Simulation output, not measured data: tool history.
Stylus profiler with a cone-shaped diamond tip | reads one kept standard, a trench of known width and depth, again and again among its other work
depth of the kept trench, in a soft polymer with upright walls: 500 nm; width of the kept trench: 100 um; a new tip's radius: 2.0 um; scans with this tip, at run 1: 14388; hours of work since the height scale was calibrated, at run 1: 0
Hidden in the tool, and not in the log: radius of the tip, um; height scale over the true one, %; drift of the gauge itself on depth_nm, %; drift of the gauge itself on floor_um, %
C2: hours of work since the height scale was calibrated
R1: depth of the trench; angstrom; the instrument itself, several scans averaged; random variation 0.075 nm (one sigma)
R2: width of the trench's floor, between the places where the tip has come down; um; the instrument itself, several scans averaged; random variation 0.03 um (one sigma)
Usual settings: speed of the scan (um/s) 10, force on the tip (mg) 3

{"run": 1, "day": 0.0, "speed of the scan (um/s)": 10, "force on the tip (mg)": 3, "scans with this tip": 14388, "C2": 0, "R1": 5030.7, "R2": 96.93}
{"run": 2, "day": 4.788, "speed of the scan (um/s)": 10, "force on the tip (mg)": 3, "scans with this tip": 15028, "C2": 46, "R1": 5031.7, "R2": 96.91}
{"run": 3, "day": 9.092, "speed of the scan (um/s)": 10, "force on the tip (mg)": 3, "scans with this tip": 15602, "C2": 88, "R1": 5032.9, "R2": 96.9}
{"run": 4, "day": 13.338, "speed of the scan (um/s)": 10, "force on the tip (mg)": 3, "scans with this tip": 16169, "C2": 129, "R1": 5034.4, "R2": 96.88}
{"run": 5, "day": 17.521, "speed of the scan (um/s)": 5, "force on the tip (mg)": 3, "scans with this tip": 16728, "C2": 170, "R1": 5033.9, "R2": 96.88}
{"run": 6, "day": 19.796, "speed of the scan (um/s)": 22, "force on the tip (mg)": 3, "scans with this tip": 17032, "C2": 192, "R1": 5034.3, "R2": 96.78}
{"run": 7, "day": 23.388, "speed of the scan (um/s)": 22, "force on the tip (mg)": 3, "scans with this tip": 17512, "C2": 227, "R1": 5035.9, "R2": 96.71}
{"run": 8, "day": 26.388, "speed of the scan (um/s)": 22, "force on the tip (mg)": 3, "scans with this tip": 17912, "C2": 256, "R1": 5035, "R2": 96.77}
{"run": 9, "day": 30.412, "speed of the scan (um/s)": 22, "force on the tip (mg)": 3, "scans with this tip": 18450, "C2": 295, "R1": 5036.3, "R2": 96.68}
{"run": 10, "day": 33.067, "speed of the scan (um/s)": 10, "force on the tip (mg)": 3, "scans with this tip": 18804, "C2": 321, "R1": 5036.1, "R2": 96.8}
{"run": 11, "day": 35.829, "speed of the scan (um/s)": 10, "force on the tip (mg)": 3, "scans with this tip": 19173, "C2": 347, "R1": 5038.8, "R2": 96.74}
{"run": 12, "day": 41.312, "speed of the scan (um/s)": 12, "force on the tip (mg)": 3, "scans with this tip": 19905, "C2": 401, "R1": 5038.6, "R2": 96.78}
{"run": 13, "day": 45.821, "speed of the scan (um/s)": 10, "force on the tip (mg)": 3.14, "scans with this tip": 20507, "C2": 444, "R1": 5039.8, "R2": 96.76}
{"run": 14, "day": 50.942, "speed of the scan (um/s)": 10, "force on the tip (mg)": 3, "scans with this tip": 21191, "C2": 494, "R1": 5037.8, "R2": 96.71}
{"run": 15, "day": 55.75, "speed of the scan (um/s)": 10, "force on the tip (mg)": 3, "scans with this tip": 21833, "C2": 541, "R1": 5039.4, "R2": 96.66}
{"run": 16, "day": 61.075, "speed of the scan (um/s)": 6, "force on the tip (mg)": 3, "scans with this tip": 22544, "C2": 592, "R1": 5040, "R2": 96.73}
{"run": 17, "day": 66.625, "speed of the scan (um/s)": 6, "force on the tip (mg)": 3, "scans with this tip": 23285, "C2": 646, "R1": 5041.2, "R2": 96.69}
{"run": 18, "day": 69.054, "speed of the scan (um/s)": 11, "force on the tip (mg)": 3, "scans with this tip": 23610, "C2": 670, "R1": 5042, "R2": 96.63}
{"run": 19, "day": 74.029, "speed of the scan (um/s)": 11, "force on the tip (mg)": 3, "scans with this tip": 24274, "C2": 718, "R1": 5042.7, "R2": 96.61}
{"run": 20, "day": 79.608, "speed of the scan (um/s)": 10, "force on the tip (mg)": 1.93, "scans with this tip": 25019, "C2": 772, "R1": 5032.4, "R2": 96.62}
{"run": 21, "day": 83.75, "speed of the scan (um/s)": 3, "force on the tip (mg)": 3.87, "scans with this tip": 25572, "C2": 812, "R1": 5050.3, "R2": 96.67}
{"run": 22, "day": 87.233, "speed of the scan (um/s)": 3, "force on the tip (mg)": 3.87, "scans with this tip": 26037, "C2": 846, "R1": 5050.3, "R2": 96.66}
{"run": 23, "day": 92.208, "speed of the scan (um/s)": 3, "force on the tip (mg)": 3.87, "scans with this tip": 26701, "C2": 894, "R1": 5051, "R2": 96.66}
{"run": 24, "day": 96.696, "speed of the scan (um/s)": 6, "force on the tip (mg)": 1.63, "scans with this tip": 27301, "C2": 938, "R1": 5034.6, "R2": 96.57}
{"run": 25, "day": 99.775, "speed of the scan (um/s)": 10, "force on the tip (mg)": 8.32, "scans with this tip": 27712, "C2": 968, "R1": 5077.6, "R2": 96.55}
{"run": 26, "day": 102.104, "speed of the scan (um/s)": 10, "force on the tip (mg)": 8.32, "scans with this tip": 28023, "C2": 990, "R1": 5077.8, "R2": 96.58}
{"day": 104.267, "done": "height scale calibrated on a step standard"}
{"run": 27, "day": 106.454, "speed of the scan (um/s)": 10, "force on the tip (mg)": 8.32, "scans with this tip": 28601, "C2": 21, "R1": 5061.2, "R2": 96.56}
{"run": 28, "day": 109.442, "speed of the scan (um/s)": 10, "force on the tip (mg)": 1.49, "scans with this tip": 29000, "C2": 50, "R1": 5017.3, "R2": 96.52}
{"run": 29, "day": 115.012, "speed of the scan (um/s)": 10, "force on the tip (mg)": 1.49, "scans with this tip": 29744, "C2": 104, "R1": 5019.6, "R2": 96.47}
{"run": 30, "day": 119.088, "speed of the scan (um/s)": 10, "force on the tip (mg)": 1.49, "scans with this tip": 30288, "C2": 144, "R1": 5020.2, "R2": 96.51}
{"run": 31, "day": 124.446, "speed of the scan (um/s)": 10, "force on the tip (mg)": 1.49, "scans with this tip": 31003, "C2": 196, "R1": 5020.1, "R2": 96.43}
{"run": 32, "day": 127.488, "speed of the scan (um/s)": 8, "force on the tip (mg)": 1.25, "scans with this tip": 31410, "C2": 225, "R1": 5018.3, "R2": 96.46}
{"run": 33, "day": 132.238, "speed of the scan (um/s)": 8, "force on the tip (mg)": 1.25, "scans with this tip": 32044, "C2": 271, "R1": 5019.6, "R2": 96.4}
{"run": 34, "day": 136.312, "speed of the scan (um/s)": 16, "force on the tip (mg)": 1.01, "scans with this tip": 32588, "C2": 311, "R1": 5018.1, "R2": 96.37}
{"run": 35, "day": 141.571, "speed of the scan (um/s)": 3, "force on the tip (mg)": 4.83, "scans with this tip": 33290, "C2": 362, "R1": 5046.9, "R2": 96.51}
{"run": 36, "day": 146.112, "speed of the scan (um/s)": 10, "force on the tip (mg)": 5.75, "scans with this tip": 33897, "C2": 406, "R1": 5053.4, "R2": 96.44}
{"run": 37, "day": 149.558, "speed of the scan (um/s)": 10, "force on the tip (mg)": 5.75, "scans with this tip": 34357, "C2": 439, "R1": 5052.3, "R2": 96.44}

Some steps in R1 between neighbouring runs. How much of each would the tool show without its hidden state too (settings, what came in, random variation), and how much is left for the hidden state, with any gauge scatter that isn't in both results?
Run 11 -> 12: speed of the scan (um/s) 10 -> 12. R1 -0.2 angstrom: hidden state +0.8, all else -1.
Run 13 -> 14: force on the tip (mg) 3.14 -> 3. R1 -2 angstrom: hidden state +0.8, all else -2.8.
Run 24 -> 25: speed of the scan (um/s) 6 -> 10, force on the tip (mg) 1.63 -> 8.32. R1 +43 angstrom: hidden state +0.6, all else +42.4.
Run 26 -> 27: height scale calibrated on a step standard. R1 -16.6 angstrom: hidden state -16.3, all else -0.3.
Run 27 -> 28: force on the tip (mg) 8.32 -> 1.49. R1 -43.9 angstrom: hidden state +0.3, all else -44.2.
Run 34 -> 35: speed of the scan (um/s) 16 -> 3, force on the tip (mg) 1.01 -> 4.83. R1 +28.8 angstrom: hidden state +0.7, all else +28.1.
